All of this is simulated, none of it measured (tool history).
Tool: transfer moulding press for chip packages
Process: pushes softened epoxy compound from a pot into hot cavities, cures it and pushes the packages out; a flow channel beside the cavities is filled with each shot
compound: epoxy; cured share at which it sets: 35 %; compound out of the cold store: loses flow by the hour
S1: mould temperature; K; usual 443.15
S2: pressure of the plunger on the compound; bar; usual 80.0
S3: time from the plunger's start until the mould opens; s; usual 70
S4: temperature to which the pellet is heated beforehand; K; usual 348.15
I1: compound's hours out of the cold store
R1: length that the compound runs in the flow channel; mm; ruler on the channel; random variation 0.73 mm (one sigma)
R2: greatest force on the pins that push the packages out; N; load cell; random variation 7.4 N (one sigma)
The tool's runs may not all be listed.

{"run": 1, "hour": 0.0, "S1": 443.15, "S2": 80.0, "S3": 70, "S4": 348.15, "I1": 15.2, "R1": 667.0, "R2": 321}
{"hour": 21.4, "done": "cavities cleaned with cleaning compound and waxed"}
{"hour": 35.4, "done": "mould's thermocouples calibrated"}
{"run": 2, "hour": 40.3, "S1": 443.15, "S2": 80.0, "S3": 70, "S4": 348.15, "I1": 33.0, "R1": 613.6, "R2": 320}
{"hour": 68.6, "done": "cavities cleaned with cleaning compound and waxed"}
{"run": 3, "hour": 82.9, "S1": 443.15, "S2": 80.0, "S3": 70, "S4": 348.15, "I1": 47.5, "R1": 573.9, "R2": 307}
{"hour": 112.7, "done": "cavities cleaned with cleaning compound and waxed"}
{"hour": 158.7, "done": "cavities cleaned with cleaning compound and waxed"}
{"hour": 165.7, "done": "plunger's sealing rings changed"}
{"run": 4, "hour": 174.9, "S1": 443.15, "S2": 80.0, "S3": 70, "S4": 348.15, "I1": 15.2, "R1": 667.9, "R2": 333}
{"hour": 206.4, "done": "cavities cleaned with cleaning compound and waxed"}
{"run": 5, "hour": 238.9, "S1": 443.15, "S2": 80.0, "S3": 68, "S4": 348.15, "I1": 8.4, "R1": 689.9, "R2": 364}
{"hour": 257.6, "done": "cavities cleaned with cleaning compound and waxed"}
{"hour": 305.5, "done": "cavities cleaned with cleaning compound and waxed"}
{"run": 6, "hour": 327.6, "S1": 443.15, "S2": 80.0, "S3": 68, "S4": 348.15, "I1": 38.9, "R1": 596.8, "R2": 338}
{"hour": 343.6, "done": "plunger's sealing rings changed"}
{"hour": 352.2, "done": "cavities cleaned with cleaning compound and waxed"}
{"run": 7, "hour": 389.6, "S1": 443.15, "S2": 80.0, "S3": 70, "S4": 356.15, "I1": 16.3, "R1": 663.3, "R2": 314}
{"hour": 397.6, "done": "cavities cleaned with cleaning compound and waxed"}
{"hour": 446.3, "done": "cavities cleaned with cleaning compound and waxed"}
{"run": 8, "hour": 454.2, "S1": 443.15, "S2": 80.0, "S3": 63, "S4": 356.15, "I1": 39.1, "R1": 595.5, "R2": 379}
{"hour": 497.2, "done": "cavities cleaned with cleaning compound and waxed"}
{"hour": 526.3, "done": "plunger's sealing rings changed"}
{"run": 9, "hour": 533.7, "S1": 443.15, "S2": 80.0, "S3": 63, "S4": 356.15, "I1": 23.0, "R1": 642.3, "R2": 399}
{"hour": 546.9, "done": "cavities cleaned with cleaning compound and waxed"}
{"run": 10, "hour": 574.7, "S1": 443.15, "S2": 80.0, "S3": 63, "S4": 356.15, "I1": 33.2, "R1": 612.8, "R2": 387}
{"hour": 592.8, "done": "cavities cleaned with cleaning compound and waxed"}
{"hour": 639.9, "done": "cavities cleaned with cleaning compound and waxed"}
{"run": 11, "hour": 652.5, "S1": 443.15, "S2": 80.0, "S3": 63, "S4": 356.15, "I1": 18.4, "R1": 655.7, "R2": 410}
{"hour": 690.7, "done": "cavities cleaned with cleaning compound and waxed"}
{"hour": 708.0, "done": "plunger's sealing rings changed"}
{"run": 12, "hour": 708.7, "S1": 436.15, "S2": 77.4, "S3": 62, "S4": 349.15, "I1": 39.6, "R1": 604.5, "R2": 616}
{"hour": 739.7, "done": "cavities cleaned with cleaning compound and waxed"}
{"run": 13, "hour": 765.1, "S1": 448.15, "S2": 99.0, "S3": 70, "S4": 348.15, "I1": 20.4, "R1": 710.3, "R2": 253}
{"hour": 789.4, "done": "cavities cleaned with cleaning compound and waxed"}
{"hour": 827.3, "done": "mould's thermocouples calibrated"}
{"run": 14, "hour": 830.5, "S1": 448.15, "S2": 99.0, "S3": 70, "S4": 348.15, "I1": 24.8, "R1": 695.8, "R2": 259}
{"hour": 836.4, "done": "cavities cleaned with cleaning compound and waxed"}
{"hour": 885.1, "done": "plunger's sealing rings changed"}
{"hour": 886.6, "done": "cavities cleaned with cleaning compound and waxed"}
{"run": 15, "hour": 903.0, "S1": 440.15, "S2": 80.0, "S3": 92, "S4": 348.15, "I1": 30.6, "R1": 628.6, "R2": 257}
{"hour": 934.7, "done": "cavities cleaned with cleaning compound and waxed"}
{"run": 16, "hour": 972.8, "S1": 446.15, "S2": 80.0, "S3": 70, "S4": 352.15, "I1": 24.9, "R1": 628.5, "R2": 274}
{"hour": 980.0, "done": "cavities cleaned with cleaning compound and waxed"}
{"hour": 1025.7, "done": "cavities cleaned with cleaning compound and waxed"}
{"hour": 1064.3, "done": "plunger's sealing rings changed"}
{"run": 17, "hour": 1067.2, "S1": 446.15, "S2": 80.0, "S3": 70, "S4": 352.15, "I1": 43.1, "R1": 579.6, "R2": 277}
{"hour": 1075.2, "done": "cavities cleaned with cleaning compound and waxed"}
{"hour": 1119.3, "done": "cavities cleaned with cleaning compound and waxed"}
{"run": 18, "hour": 1119.3, "S1": 446.15, "S2": 80.0, "S3": 70, "S4": 352.15, "I1": 39.8, "R1": 587.4, "R2": 267}
{"run": 19, "hour": 1161.4, "S1": 443.15, "S2": 88.7, "S3": 72, "S4": 345.15, "I1": 11.8, "R1": 714.2, "R2": 322}

5 ways to go on from here, each from the tool as it stands after run 19. What would each give?
{"hour": 1169.7, "done": "cavities cleaned with cleaning compound and waxed"}
{"hour": 1213.8, "done": "cavities cleaned with cleaning compound and waxed"}
{"run": "A", "hour": 1233.3, "S1": 443.15, "S2": 66.7, "S3": 72, "S4": 345.15, "I1": 24.3, "R1": "?", "R2": "?"}
{"hour": 1169.7, "done": "cavities cleaned with cleaning compound and waxed"}
{"hour": 1213.8, "done": "cavities cleaned with cleaning compound and waxed"}
{"run": "B", "hour": 1233.3, "S1": 443.15, "S2": 80.0, "S3": 68, "S4": 348.15, "I1": 37.5, "R1": "?", "R2": "?"}
{"hour": 1169.7, "done": "cavities cleaned with cleaning compound and waxed"}
{"hour": 1213.8, "done": "cavities cleaned with cleaning compound and waxed"}
{"run": "C", "hour": 1233.3, "S1": 439.15, "S2": 78.1, "S3": 70, "S4": 340.15, "I1": 26.2, "R1": "?", "R2": "?"}
{"hour": 1169.7, "done": "cavities cleaned with cleaning compound and waxed"}
{"hour": 1213.8, "done": "cavities cleaned with cleaning compound and waxed"}
{"run": "D", "hour": 1233.3, "S1": 438.15, "S2": 60.0, "S3": 70, "S4": 354.15, "I1": 42.8, "R1": "?", "R2": "?"}
{"hour": 1169.7, "done": "cavities cleaned with cleaning compound and waxed"}
{"hour": 1213.8, "done": "cavities cleaned with cleaning compound and waxed"}
{"run": "E", "hour": 1233.3, "S1": 443.15, "S2": 68.7, "S3": 92, "S4": 346.15, "I1": 35.1, "R1": "?", "R2": "?"}

run=A R1=583.6 R2=309
run=B R1=600.3 R2=342
run=C R1=637.2 R2=435
run=D R1=517.6 R2=408
run=E R1=562.5 R2=238
Without the tool's hidden state the same runs would have given:
run=A R1=583.7 R2=307
run=B R1=600.5 R2=340
run=C R1=637.4 R2=432
run=D R1=517.7 R2=405
run=E R1=562.6 R2=237
